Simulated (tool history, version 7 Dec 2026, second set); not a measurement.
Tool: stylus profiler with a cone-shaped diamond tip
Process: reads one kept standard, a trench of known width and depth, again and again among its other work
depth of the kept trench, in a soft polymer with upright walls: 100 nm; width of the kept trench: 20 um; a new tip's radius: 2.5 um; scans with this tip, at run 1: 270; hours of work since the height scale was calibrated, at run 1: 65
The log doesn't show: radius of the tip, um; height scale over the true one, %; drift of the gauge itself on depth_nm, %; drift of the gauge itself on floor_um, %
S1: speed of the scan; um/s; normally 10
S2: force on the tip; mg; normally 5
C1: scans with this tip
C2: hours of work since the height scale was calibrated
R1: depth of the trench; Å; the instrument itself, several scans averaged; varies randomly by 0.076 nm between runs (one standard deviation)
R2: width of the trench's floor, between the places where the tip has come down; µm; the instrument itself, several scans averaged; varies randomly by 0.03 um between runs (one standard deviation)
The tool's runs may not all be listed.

{"run": 1, "hour": 0.0, "S1": 10, "S2": 5, "C1": 270, "C2": 65, "R1": 1010.6, "R2": 18.51}
{"run": 2, "hour": 113.8, "S1": 10, "S2": 5, "C1": 634, "C2": 152, "R1": 1009.8, "R2": 18.52}
{"run": 3, "hour": 241.6, "S1": 10, "S2": 6.63, "C1": 1042, "C2": 250, "R1": 1013.6, "R2": 18.5}
{"run": 4, "hour": 313.4, "S1": 10, "S2": 6.63, "C1": 1271, "C2": 305, "R1": 1011.7, "R2": 18.48}
{"run": 5, "hour": 396.3, "S1": 10, "S2": 3.39, "C1": 1536, "C2": 369, "R1": 1007, "R2": 18.44}
{"run": 6, "hour": 475.7, "S1": 2, "S2": 5, "C1": 1790, "C2": 430, "R1": 1008.9, "R2": 18.5}
{"run": 7, "hour": 567.1, "S1": 2, "S2": 5, "C1": 2081, "C2": 500, "R1": 1009.9, "R2": 18.59}
{"run": 8, "hour": 625.5, "S1": 5, "S2": 5, "C1": 2268, "C2": 545, "R1": 1009.2, "R2": 18.45}
{"run": 9, "hour": 733.2, "S1": 5, "S2": 5, "C1": 2612, "C2": 627, "R1": 1008.9, "R2": 18.43}
{"run": 10, "hour": 840.2, "S1": 5, "S2": 5, "C1": 2953, "C2": 709, "R1": 1007.8, "R2": 18.37}
{"run": 11, "hour": 906.7, "S1": 5, "S2": 4.17, "C1": 3166, "C2": 760, "R1": 1006.9, "R2": 18.42}
{"run": 12, "hour": 1021.9, "S1": 5, "S2": 4.17, "C1": 3534, "C2": 848, "R1": 1007, "R2": 18.4}
{"run": 13, "hour": 1127.6, "S1": 5, "S2": 4.17, "C1": 3871, "C2": 929, "R1": 1005.9, "R2": 18.35}
{"run": 14, "hour": 1250.2, "S1": 5, "S2": 9.17, "C1": 4263, "C2": 1023, "R1": 1013.5, "R2": 18.32}
{"run": 15, "hour": 1337.4, "S1": 5, "S2": 9.17, "C1": 4541, "C2": 1090, "R1": 1013.5, "R2": 18.3}
{"run": 16, "hour": 1435.6, "S1": 10, "S2": 5, "C1": 4855, "C2": 1166, "R1": 1008.5, "R2": 18.3}
{"run": 17, "hour": 1524.5, "S1": 10, "S2": 5, "C1": 5139, "C2": 1234, "R1": 1008.7, "R2": 18.25}
{"hour": 1535.0, "done": "height scale calibrated on a step standard"}
{"run": 18, "hour": 1607.6, "S1": 10, "S2": 5, "C1": 5403, "C2": 56, "R1": 1007.9, "R2": 18.28}
{"run": 19, "hour": 1660.3, "S1": 10, "S2": 5, "C1": 5571, "C2": 96, "R1": 1005.9, "R2": 18.18}
{"run": 20, "hour": 1783.8, "S1": 34, "S2": 7.37, "C1": 5965, "C2": 191, "R1": 1009.1, "R2": 18.23}
{"run": 21, "hour": 1859.2, "S1": 34, "S2": 7.37, "C1": 6206, "C2": 249, "R1": 1010.4, "R2": 18.17}
{"run": 22, "hour": 1960.6, "S1": 5, "S2": 11.79, "C1": 6530, "C2": 326, "R1": 1015.2, "R2": 18.17}
{"run": 23, "hour": 2054.7, "S1": 7, "S2": 5.39, "C1": 6831, "C2": 399, "R1": 1006.9, "R2": 18.18}
{"run": 24, "hour": 2150.3, "S1": 2, "S2": 11.21, "C1": 7136, "C2": 472, "R1": 1012.8, "R2": 18.17}
{"run": 25, "hour": 2227.9, "S1": 28, "S2": 12.35, "C1": 7383, "C2": 531, "R1": 1014, "R2": 18.15}
{"hour": 2276.8, "done": "height scale calibrated on a step standard, once more"}
{"run": 26, "hour": 2330.1, "S1": 17, "S2": 2.55, "C1": 7708, "C2": 41, "R1": 1007.3, "R2": 18.18}
{"run": 27, "hour": 2439.0, "S1": 10, "S2": 2.83, "C1": 8056, "C2": 124, "R1": 1007.3, "R2": 18.1}
{"run": 28, "hour": 2547.1, "S1": 10, "S2": 2.83, "C1": 8401, "C2": 207, "R1": 1007.2, "R2": 18.1}
{"run": 29, "hour": 2655.2, "S1": 25, "S2": 13.76, "C1": 8747, "C2": 290, "R1": 1020.6, "R2": 18.1}
{"run": 30, "hour": 2767.1, "S1": 26, "S2": 4.11, "C1": 9104, "C2": 376, "R1": 1007.8, "R2": 18.04}
{"run": 31, "hour": 2894.3, "S1": 8, "S2": 1.9, "C1": 9510, "C2": 473, "R1": 1004.7, "R2": 17.98}
{"run": 32, "hour": 2982.1, "S1": 7, "S2": 5.95, "C1": 9791, "C2": 541, "R1": 1011.5, "R2": 17.98}
{"run": 33, "hour": 3097.4, "S1": 2, "S2": 2.69, "C1": 10159, "C2": 629, "R1": 1006.1, "R2": 18.01}
{"run": 34, "hour": 3161.6, "S1": 15, "S2": 6.11, "C1": 10364, "C2": 678, "R1": 1010.8, "R2": 17.97}
{"run": 35, "hour": 3227.1, "S1": 15, "S2": 6.11, "C1": 10573, "C2": 729, "R1": 1012.6, "R2": 17.91}
{"run": 36, "hour": 3305.2, "S1": 35, "S2": 5.42, "C1": 10822, "C2": 788, "R1": 1009.9, "R2": 17.96}
{"run": 37, "hour": 3407.2, "S1": 15, "S2": 7.66, "C1": 11148, "C2": 867, "R1": 1012.5, "R2": 17.95}
{"run": 38, "hour": 3527.2, "S1": 10, "S2": 6.27, "C1": 11531, "C2": 959, "R1": 1010.4, "R2": 17.93}

Below are 4 alternative next runs, each starting from the tool's condition after run 38. Predict each:
{"run": "A", "hour": 3607.5, "S1": 10, "S2": 11.87, "C1": 11788, "C2": 1020, "R1": "?", "R2": "?"}
{"run": "B", "hour": 3607.5, "S1": 23, "S2": 10.4, "C1": 11788, "C2": 1020, "R1": "?", "R2": "?"}
{"run": "C", "hour": 3607.5, "S1": 15, "S2": 6.74, "C1": 11788, "C2": 1020, "R1": "?", "R2": "?"}
{"run": "D", "hour": 3607.5, "S1": 9, "S2": 12.04, "C1": 11788, "C2": 1020, "R1": "?", "R2": "?"}

run=A R1=1018 R2=17.91
run=B R1=1016.3 R2=17.95
run=C R1=1011.6 R2=17.94
run=D R1=1016.6 R2=17.93
With no hidden state in the tool, these same runs would have given:
run=A R1=1020 R2=18.57
run=B R1=1018.3 R2=18.61
run=C R1=1013.6 R2=18.6
run=D R1=1018.6 R2=18.59
